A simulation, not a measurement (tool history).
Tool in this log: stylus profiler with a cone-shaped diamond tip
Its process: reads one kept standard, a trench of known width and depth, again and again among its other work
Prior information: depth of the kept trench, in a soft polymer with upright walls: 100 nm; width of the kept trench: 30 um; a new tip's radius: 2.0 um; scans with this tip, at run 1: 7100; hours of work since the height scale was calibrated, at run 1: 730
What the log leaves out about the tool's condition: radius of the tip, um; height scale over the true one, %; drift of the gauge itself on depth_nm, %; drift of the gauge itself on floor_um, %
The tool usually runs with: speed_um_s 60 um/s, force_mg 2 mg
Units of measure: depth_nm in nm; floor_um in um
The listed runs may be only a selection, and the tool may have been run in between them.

run    hour  speed_um_s  force_mg  scans with this tip  hours of work since the height scale was calibrated  depth_nm  floor_um
  1       0          60         2                 7100                                                  730     100.9     28.35
  2    27.6          23         2                 7279                                                  749    100.89     28.51
  3    47.6          60         2                 7409                                                  762    100.88     28.36
  4    83.1          60         2                 7640                                                  786    100.88     28.36
  5    99.3          60         2                 7745                                                  797    100.88      28.3
  6   128.7          60         2                 7936                                                  816    100.83     28.33
  7   162.1          60         2                 8153                                                  839    100.88     28.29
  8   193.8          60         2                 8359                                                  860    100.88     28.37
  9   213.7          60         2                 8488                                                  873    100.83     28.27
 10   228.9          60         2                 8587                                                  883    100.86     28.32
 11   246.6          60         2                 8702                                                  895    100.85     28.29
 12   274.4          32         2                 8883                                                  914     100.8     28.46
 13   303.8          32         2                 9074                                                  933    100.85     28.43
 14   327.9          60      2.57                 9230                                                  949    101.02     28.35
 15   343.8          60      2.57                 9334                                                  960    101.02     28.31
 16   361.7          60      2.57                 9449                                                  972    101.04     28.34
 17   394.9          60      2.57                 9665                                                  994    101.02     28.31
 18   420.5          60      2.57                 9832                                                 1011    101.02     28.29
 19   446.3          74         2                 9999                                                 1029    100.79     28.26
 20   461.9          74         2                10100                                                 1039    100.81     28.19
 21   485.9          74         2                10257                                                 1055    100.79     28.26
 22   512.4          74         2                10428                                                 1073    100.79      28.2
 23   537.8          58         2                10593                                                 1090    100.79     28.28
 24   556.1         152      2.79                10713                                                 1102    101.06     27.93
 25   578.7         143      5.15                10859                                                 1117    101.71     28.17
 26   597.6         169      0.89                10982                                                 1130    100.35     27.37
 27   622.4          54      4.65                11143                                                 1146    101.57     28.39
 28   648.6          70      5.04                11313                                                 1164    101.67     28.34
 29   673.8          26      4.68                11477                                                 1181    101.59     28.44
 30   703.4          65      4.68                11669                                                 1200    101.61     28.36
 31   721.1          65      4.68                11785                                                 1212     101.6     28.34
 32   743.4         180      1.01                11929                                                 1227     100.4      27.3
 33   765.3          38      1.01                12071                                                 1242    100.37     28.26
 34   786.7          22       1.3                12210                                                 1256    100.49     28.43
 35   819.6          22       1.3                12424                                                 1278    100.47     28.43
 36   836.9          22       1.3                12536                                                 1289    100.49     28.42
 37   860.4          22       1.3                12689                                                 1305     100.5     28.38
 38   882.8         228      1.83                12834                                                 1320    100.68     27.42
 39   904.9         170      2.67                12978                                                 1335    100.94     27.82
 40   931.8          66      0.94                13153                                                 1353    100.32     28.05
 41   956.6          66      0.94                13314                                                 1369    100.28     28.05
 42   971.9          66      0.94                13414                                                 1380     100.3     28.09
 43   998.1          66      1.32                13584                                                 1397    100.45     28.15
 44    1016          23         2                13700                                                 1409    100.73     28.41
 45  1044.8          23         2                13887                                                 1428    100.72     28.37
 46  1060.3          23         2                13988                                                 1439    100.71     28.42

Hidden state or all else? Some run-to-run changes of depth_nm, split into what the settings, what came in and random variation would give without the hidden state, and what is left for the hidden state (with any gauge scatter that isn't in both results):
Run 1 -> 2: speed_um_s 60 -> 23. depth_nm -0.01 nm: hidden state -0.01, all else +0.
Run 4 -> 5: no setting touched and nothing written in the log between the runs. depth_nm +0 nm: hidden state -0.01, all else +0.01.
Run 5 -> 6: no setting touched and nothing written in the log between the runs. depth_nm -0.05 nm: hidden state -0.01, all else -0.04.
Run 25 -> 26: speed_um_s 143 -> 169, force_mg 5.15 -> 0.89. depth_nm -1.36 nm: hidden state +0, all else -1.36.
Run 26 -> 27: speed_um_s 169 -> 54, force_mg 0.89 -> 4.65. depth_nm +1.22 nm: hidden state -0.01, all else +1.23.
Run 31 -> 32: speed_um_s 65 -> 180, force_mg 4.68 -> 1.01. depth_nm -1.2 nm: hidden state +0, all else -1.2.

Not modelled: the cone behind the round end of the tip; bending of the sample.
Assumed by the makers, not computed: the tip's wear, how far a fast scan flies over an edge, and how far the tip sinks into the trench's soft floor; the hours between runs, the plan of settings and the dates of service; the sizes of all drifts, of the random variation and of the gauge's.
